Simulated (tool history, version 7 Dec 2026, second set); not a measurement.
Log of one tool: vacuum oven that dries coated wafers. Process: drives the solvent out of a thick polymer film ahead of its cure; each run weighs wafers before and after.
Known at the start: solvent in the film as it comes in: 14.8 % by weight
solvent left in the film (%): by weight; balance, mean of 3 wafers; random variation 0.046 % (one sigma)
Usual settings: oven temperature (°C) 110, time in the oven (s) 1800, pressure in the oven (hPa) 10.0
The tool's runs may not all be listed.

run      day  oven temperature (°C)  time in the oven (s)  pressure in the oven (hPa)  solvent left in the film (%)
  1    0.000                    110                  1800                        10.0                          3.52
  2    3.192                    110                  1800                        10.0                          3.45
  3    5.592                    110                  1800                        10.0                          3.53
  4   10.250                    110                  1800                        10.0                          3.47
  5   12.588                    110                  1680                        10.0                          3.74
  6   15.871                    110                  1680                        10.0                          3.75
  7   20.158                    110                  1800                        35.3                          4.28
  8   22.262                    110                  1800                        35.3                          4.37
  9   26.300                    110                  1800                        10.0                          3.43
 10   30.483                    110                  1800                        10.0                          3.21
 11   34.421                    110                  1800                        10.0                          3.23
 12   37.688                    110                  1800                        10.0                          3.14
 13   41.138                    110                  1800                        10.0                          3.21
 14   45.550                    109                  1800                        10.0                          3.46
 15   50.179                    109                  1800                        10.0                          4.45
 16   52.788                    109                  1800                        10.0                          4.44
 17   57.342                    109                  1800                        10.0                          4.02
 18   61.525                    109                  1800                        10.0                          4.00
 19   65.488                    110                  1800                        10.0                          3.72
 20   69.900                    110                  1800                        10.0                          3.76
 21   73.867                    110                  1800                        10.0                          3.69
 22   77.683                    110                  1800                        10.0                          3.66
 23   80.283                    110                  1020                        14.9                          6.19
 24   84.025                    118                  2820                        19.9                          1.12
 25   88.725                     98                  2460                        15.3                          5.98
 26   91.004                    122                  1260                         9.9                          2.15
 27   94.833                    113                  2280                        19.0                          2.40
 28   98.979                    106                  1800                        10.0                          4.76
 29  101.058                    106                  1800                        16.3                          4.86
 30  104.108                    106                  1800                        16.3                          4.96
 31  106.671                    106                  1800                        16.3                          5.01
 32  108.658                    122                  1860                         9.0                          1.12
 33  112.271                    122                  1860                         9.0                          1.00
 34  116.858                    102                  1800                        15.6                          6.10
 35  120.288                    117                  2100                        28.1                          2.14
 36  122.392                    117                  2100                        28.1                          2.10
 37  125.642                    119                  2160                        28.1                          1.81
 38  129.808                    106                  1800                        13.0                          4.86
 39  132.600                    106                  1800                        13.0                          4.81
 40  134.621                     99                  1440                        35.7                          8.35
 41  137.250                    119                  1800                        11.3                          1.62

Not shown: 3 entries that the log had between the listed runs. Between which runs, and how does the tool's hidden state differ before and after?
Between runs 9 and 10: oven's thermocouples calibrated (day 26.829)
  true wafer temperature over the reading, C: 2.12 -> 3.01; true pressure over the reading, kPa: 1.029 -> 1.051
  measured less the result without the state, solvent left in the film (%): -0.20 -> -0.42
Between runs 14 and 15: oven's thermocouples calibrated, once more (day 50.179)
  true wafer temperature over the reading, C: 3.26 -> -0.52; true pressure over the reading, kPa: 1.129 -> 1.153
  measured less the result without the state, solvent left in the film (%): -0.47 -> +0.56
Between runs 16 and 17: vacuum gauge cleaned of residue and calibrated (day 55.308)
  true wafer temperature over the reading, C: -0.48 -> -0.41; true pressure over the reading, kPa: 1.17 -> 0.019
  measured less the result without the state, solvent left in the film (%): +0.55 -> +0.12
